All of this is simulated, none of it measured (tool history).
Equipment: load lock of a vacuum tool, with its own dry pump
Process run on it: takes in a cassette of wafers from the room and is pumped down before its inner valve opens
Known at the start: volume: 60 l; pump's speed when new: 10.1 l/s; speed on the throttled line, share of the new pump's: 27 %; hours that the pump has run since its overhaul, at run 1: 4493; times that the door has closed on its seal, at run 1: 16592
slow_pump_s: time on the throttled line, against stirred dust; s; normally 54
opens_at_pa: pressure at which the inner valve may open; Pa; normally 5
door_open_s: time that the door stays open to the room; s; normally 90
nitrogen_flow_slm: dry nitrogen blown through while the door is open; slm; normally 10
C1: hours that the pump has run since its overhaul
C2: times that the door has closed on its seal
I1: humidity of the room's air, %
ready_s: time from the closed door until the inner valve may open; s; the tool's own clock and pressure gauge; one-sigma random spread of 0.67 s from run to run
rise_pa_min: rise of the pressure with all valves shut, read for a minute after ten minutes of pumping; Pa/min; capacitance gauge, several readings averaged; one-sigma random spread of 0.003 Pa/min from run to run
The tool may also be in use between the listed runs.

{"run": 1, "hour": 0.0, "slow_pump_s": 54, "opens_at_pa": 5, "door_open_s": 90, "nitrogen_flow_slm": 10, "C1": 4493, "C2": 16592, "I1": 44.4, "ready_s": 102.3, "rise_pa_min": 0.263}
{"run": 2, "hour": 88.0, "slow_pump_s": 54, "opens_at_pa": 5, "door_open_s": 90, "nitrogen_flow_slm": 10, "C1": 4581, "C2": 16917, "I1": 44.3, "ready_s": 103.5, "rise_pa_min": 0.265}
{"run": 3, "hour": 164.7, "slow_pump_s": 54, "opens_at_pa": 5, "door_open_s": 90, "nitrogen_flow_slm": 36, "C1": 4657, "C2": 17200, "I1": 49.8, "ready_s": 104.8, "rise_pa_min": 0.259}
{"run": 4, "hour": 298.4, "slow_pump_s": 54, "opens_at_pa": 5, "door_open_s": 90, "nitrogen_flow_slm": 10, "C1": 4791, "C2": 17694, "I1": 49.3, "ready_s": 104.0, "rise_pa_min": 0.285}
{"run": 5, "hour": 425.5, "slow_pump_s": 54, "opens_at_pa": 5, "door_open_s": 90, "nitrogen_flow_slm": 10, "C1": 4918, "C2": 18163, "I1": 46.7, "ready_s": 103.3, "rise_pa_min": 0.294}
{"run": 6, "hour": 558.9, "slow_pump_s": 54, "opens_at_pa": 5, "door_open_s": 90, "nitrogen_flow_slm": 10, "C1": 5051, "C2": 18656, "I1": 44.0, "ready_s": 104.2, "rise_pa_min": 0.301}
{"run": 7, "hour": 636.3, "slow_pump_s": 54, "opens_at_pa": 5, "door_open_s": 43, "nitrogen_flow_slm": 10, "C1": 5129, "C2": 18942, "I1": 42.7, "ready_s": 104.4, "rise_pa_min": 0.302}
{"run": 8, "hour": 774.2, "slow_pump_s": 28, "opens_at_pa": 5, "door_open_s": 90, "nitrogen_flow_slm": 10, "C1": 5267, "C2": 19451, "I1": 44.6, "ready_s": 86.9, "rise_pa_min": 0.329}
{"run": 9, "hour": 888.5, "slow_pump_s": 28, "opens_at_pa": 5, "door_open_s": 81, "nitrogen_flow_slm": 10, "C1": 5381, "C2": 19873, "I1": 41.6, "ready_s": 86.1, "rise_pa_min": 0.328}
{"run": 10, "hour": 951.8, "slow_pump_s": 28, "opens_at_pa": 5, "door_open_s": 81, "nitrogen_flow_slm": 10, "C1": 5444, "C2": 20107, "I1": 45.9, "ready_s": 85.5, "rise_pa_min": 0.346}
{"run": 11, "hour": 1092.5, "slow_pump_s": 28, "opens_at_pa": 5, "door_open_s": 81, "nitrogen_flow_slm": 10, "C1": 5585, "C2": 20626, "I1": 44.1, "ready_s": 88.1, "rise_pa_min": 0.357}
{"run": 12, "hour": 1170.5, "slow_pump_s": 28, "opens_at_pa": 5, "door_open_s": 81, "nitrogen_flow_slm": 10, "C1": 5663, "C2": 20915, "I1": 45.9, "ready_s": 86.6, "rise_pa_min": 0.367}
{"run": 13, "hour": 1306.6, "slow_pump_s": 28, "opens_at_pa": 5, "door_open_s": 81, "nitrogen_flow_slm": 10, "C1": 5799, "C2": 21417, "I1": 46.5, "ready_s": 87.2, "rise_pa_min": 0.377}
{"run": 14, "hour": 1439.6, "slow_pump_s": 54, "opens_at_pa": 5, "door_open_s": 90, "nitrogen_flow_slm": 25, "C1": 5932, "C2": 21908, "I1": 45.8, "ready_s": 105.0, "rise_pa_min": 0.382}
{"run": 15, "hour": 1537.8, "slow_pump_s": 54, "opens_at_pa": 5, "door_open_s": 62, "nitrogen_flow_slm": 10, "C1": 6030, "C2": 22271, "I1": 48.0, "ready_s": 105.1, "rise_pa_min": 0.392}
{"run": 16, "hour": 1677.9, "slow_pump_s": 54, "opens_at_pa": 5, "door_open_s": 90, "nitrogen_flow_slm": 10, "C1": 6170, "C2": 22788, "I1": 42.4, "ready_s": 106.5, "rise_pa_min": 0.412}
{"run": 17, "hour": 1749.1, "slow_pump_s": 46, "opens_at_pa": 5, "door_open_s": 90, "nitrogen_flow_slm": 10, "C1": 6242, "C2": 23051, "I1": 40.1, "ready_s": 99.7, "rise_pa_min": 0.416}
{"run": 18, "hour": 1879.2, "slow_pump_s": 46, "opens_at_pa": 5, "door_open_s": 90, "nitrogen_flow_slm": 10, "C1": 6372, "C2": 23532, "I1": 43.7, "ready_s": 99.7, "rise_pa_min": 0.431}
{"run": 19, "hour": 1958.7, "slow_pump_s": 46, "opens_at_pa": 5, "door_open_s": 90, "nitrogen_flow_slm": 10, "C1": 6451, "C2": 23825, "I1": 42.1, "ready_s": 100.4, "rise_pa_min": 0.448}
{"run": 20, "hour": 2028.2, "slow_pump_s": 46, "opens_at_pa": 5, "door_open_s": 90, "nitrogen_flow_slm": 10, "C1": 6521, "C2": 24082, "I1": 43.0, "ready_s": 100.8, "rise_pa_min": 0.444}
{"run": 21, "hour": 2147.1, "slow_pump_s": 46, "opens_at_pa": 5, "door_open_s": 90, "nitrogen_flow_slm": 10, "C1": 6640, "C2": 24521, "I1": 46.2, "ready_s": 101.2, "rise_pa_min": 0.457}
{"run": 22, "hour": 2221.5, "slow_pump_s": 54, "opens_at_pa": 5, "door_open_s": 39, "nitrogen_flow_slm": 5, "C1": 6714, "C2": 24796, "I1": 45.3, "ready_s": 106.2, "rise_pa_min": 0.471}
{"run": 23, "hour": 2300.2, "slow_pump_s": 68, "opens_at_pa": 8, "door_open_s": 102, "nitrogen_flow_slm": 16, "C1": 6793, "C2": 25087, "I1": 44.4, "ready_s": 112.2, "rise_pa_min": 0.471}
{"run": 24, "hour": 2364.5, "slow_pump_s": 78, "opens_at_pa": 8, "door_open_s": 84, "nitrogen_flow_slm": 9, "C1": 6857, "C2": 25324, "I1": 42.6, "ready_s": 119.4, "rise_pa_min": 0.489}
{"run": 25, "hour": 2445.2, "slow_pump_s": 78, "opens_at_pa": 8, "door_open_s": 84, "nitrogen_flow_slm": 7, "C1": 6938, "C2": 25622, "I1": 45.3, "ready_s": 119.6, "rise_pa_min": 0.494}
{"run": 26, "hour": 2516.3, "slow_pump_s": 54, "opens_at_pa": 7, "door_open_s": 65, "nitrogen_flow_slm": 10, "C1": 7009, "C2": 25885, "I1": 46.7, "ready_s": 102.8, "rise_pa_min": 0.496}
{"run": 27, "hour": 2578.4, "slow_pump_s": 46, "opens_at_pa": 5, "door_open_s": 87, "nitrogen_flow_slm": 6, "C1": 7071, "C2": 26114, "I1": 45.0, "ready_s": 101.1, "rise_pa_min": 0.512}
{"run": 28, "hour": 2721.7, "slow_pump_s": 54, "opens_at_pa": 6, "door_open_s": 90, "nitrogen_flow_slm": 17, "C1": 7214, "C2": 26643, "I1": 44.5, "ready_s": 105.4, "rise_pa_min": 0.529}
{"run": 29, "hour": 2825.0, "slow_pump_s": 54, "opens_at_pa": 6, "door_open_s": 90, "nitrogen_flow_slm": 17, "C1": 7318, "C2": 27025, "I1": 43.2, "ready_s": 105.0, "rise_pa_min": 0.537}
{"run": 30, "hour": 2891.5, "slow_pump_s": 54, "opens_at_pa": 6, "door_open_s": 53, "nitrogen_flow_slm": 5, "C1": 7384, "C2": 27270, "I1": 41.4, "ready_s": 106.2, "rise_pa_min": 0.547}
{"run": 31, "hour": 3016.0, "slow_pump_s": 54, "opens_at_pa": 5, "door_open_s": 28, "nitrogen_flow_slm": 6, "C1": 7509, "C2": 27730, "I1": 47.5, "ready_s": 106.1, "rise_pa_min": 0.555}
{"hour": 3054.0, "done": "door's seal changed, seat wiped"}
{"run": 32, "hour": 3079.4, "slow_pump_s": 102, "opens_at_pa": 6, "door_open_s": 33, "nitrogen_flow_slm": 15, "C1": 7570, "C2": 94, "I1": 44.9, "ready_s": 138.0, "rise_pa_min": 0.023}
{"run": 33, "hour": 3137.9, "slow_pump_s": 27, "opens_at_pa": 5, "door_open_s": 90, "nitrogen_flow_slm": 18, "C1": 7629, "C2": 310, "I1": 43.2, "ready_s": 88.1, "rise_pa_min": 0.034}
{"run": 34, "hour": 3223.7, "slow_pump_s": 27, "opens_at_pa": 5, "door_open_s": 90, "nitrogen_flow_slm": 18, "C1": 7715, "C2": 627, "I1": 45.0, "ready_s": 87.7, "rise_pa_min": 0.037}
{"run": 35, "hour": 3287.2, "slow_pump_s": 54, "opens_at_pa": 5, "door_open_s": 225, "nitrogen_flow_slm": 10, "C1": 7778, "C2": 861, "I1": 42.8, "ready_s": 105.9, "rise_pa_min": 0.063}
{"run": 36, "hour": 3362.2, "slow_pump_s": 54, "opens_at_pa": 5, "door_open_s": 225, "nitrogen_flow_slm": 10, "C1": 7853, "C2": 1138, "I1": 45.6, "ready_s": 108.0, "rise_pa_min": 0.063}

Selected run-to-run steps in ready_s, each split into two signed amounts: the part the tool would show with no hidden state at all (from settings, incoming material and random variation), and the remainder, which goes to the hidden state together with any gauge scatter not common to the measured and the hidden-state-free results:
Hidden conditions of the tool in this case: pump's speed, % of a new pump's; leak at the door's seal, Pa l/s; drift of the gauge itself on ready_s, %; drift of the gauge itself on rise_pa_min, %.
Run 31 -> 32: slow_pump_s 54 -> 102, opens_at_pa 5 -> 6, door_open_s 28 -> 33, nitrogen_flow_slm 6 -> 15, door's seal changed, seat wiped. ready_s +31.9 s: hidden state -2.5, all else +34.4.
Run 32 -> 33: slow_pump_s 102 -> 27, opens_at_pa 6 -> 5, door_open_s 33 -> 90, nitrogen_flow_slm 15 -> 18. ready_s -49.9 s: hidden state +4.0, all else -53.9.
Run 34 -> 35: slow_pump_s 27 -> 54, door_open_s 90 -> 225, nitrogen_flow_slm 18 -> 10. ready_s +18.2 s: hidden state -1.4, all else +19.6.
